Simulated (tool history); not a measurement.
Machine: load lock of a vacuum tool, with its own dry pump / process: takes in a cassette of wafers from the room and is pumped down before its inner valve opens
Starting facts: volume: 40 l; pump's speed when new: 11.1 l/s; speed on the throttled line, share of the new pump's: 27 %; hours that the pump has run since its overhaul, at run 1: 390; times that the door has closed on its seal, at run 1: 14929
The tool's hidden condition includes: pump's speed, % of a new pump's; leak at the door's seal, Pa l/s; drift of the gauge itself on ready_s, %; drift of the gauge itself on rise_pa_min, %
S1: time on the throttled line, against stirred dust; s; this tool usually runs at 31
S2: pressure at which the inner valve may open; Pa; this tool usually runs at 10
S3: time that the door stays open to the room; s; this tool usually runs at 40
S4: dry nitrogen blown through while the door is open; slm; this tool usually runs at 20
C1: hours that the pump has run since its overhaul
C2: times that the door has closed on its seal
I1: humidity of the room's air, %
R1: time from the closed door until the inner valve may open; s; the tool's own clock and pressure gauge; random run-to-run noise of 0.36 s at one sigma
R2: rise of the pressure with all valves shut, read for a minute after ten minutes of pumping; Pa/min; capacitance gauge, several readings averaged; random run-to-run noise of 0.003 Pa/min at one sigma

run	day	S1	S2	S3	S4	C1	C2	I1	R1	R2
1	0.000	31	10	40	20	390	14929	43.9	56.3	0.143
2	5.438	31	10	40	20	520	15439	44.3	56.5	0.150
3	11.617	31	10	40	41	669	16020	42.4	55.9	0.144
4	15.150	44	10	40	20	754	16351	44.4	66.1	0.158
5	18.867	44	10	40	20	843	16700	43.8	65.7	0.158
6	21.800	44	10	40	20	913	16975	46.6	65.7	0.165
7	27.858	31	10	40	20	1059	17544	46.1	56.5	0.171
8	32.479	31	10	40	20	1169	17978	44.1	56.6	0.177
9	35.817	31	10	40	20	1250	18291	49.4	56.1	0.187
10	41.621	31	10	40	20	1389	18836	45.4	56.5	0.187
11	46.042	31	10	40	20	1495	19251	44.9	56.5	0.194
12	50.475	31	10	40	23	1601	19667	46.1	57.2	0.193
13	56.371	31	12	66	23	1743	20221	43.7	55.9	0.211
14	59.683	30	12	69	23	1822	20531	45.1	55.9	0.222
15	62.512	30	12	69	23	1890	20797	44.7	55.5	0.214
16	68.029	31	10	74	20	2023	21315	45.4	56.6	0.229
17	70.608	31	10	74	20	2085	21557	44.3	56.8	0.236
18	75.292	31	10	74	20	2197	21997	44.8	56.4	0.243
19	77.858	28	10	169	5	2259	22238	40.5	54.4	0.272
20	82.317	31	10	34	15	2366	22656	47.7	57.0	0.247
21	85.204	56	10	35	20	2435	22927	43.8	74.5	0.245

Forecast run 22:
# day 87.596: door's seal changed, seat wiped
22	89.046	31	10	40	6	2526	137	42.3	?	?

R1: 56.9 s
R2: 0.045 Pa/min
Minus the tool's unlogged condition, the same run would have read R1 55.9 s, R2 0.044 Pa/min.

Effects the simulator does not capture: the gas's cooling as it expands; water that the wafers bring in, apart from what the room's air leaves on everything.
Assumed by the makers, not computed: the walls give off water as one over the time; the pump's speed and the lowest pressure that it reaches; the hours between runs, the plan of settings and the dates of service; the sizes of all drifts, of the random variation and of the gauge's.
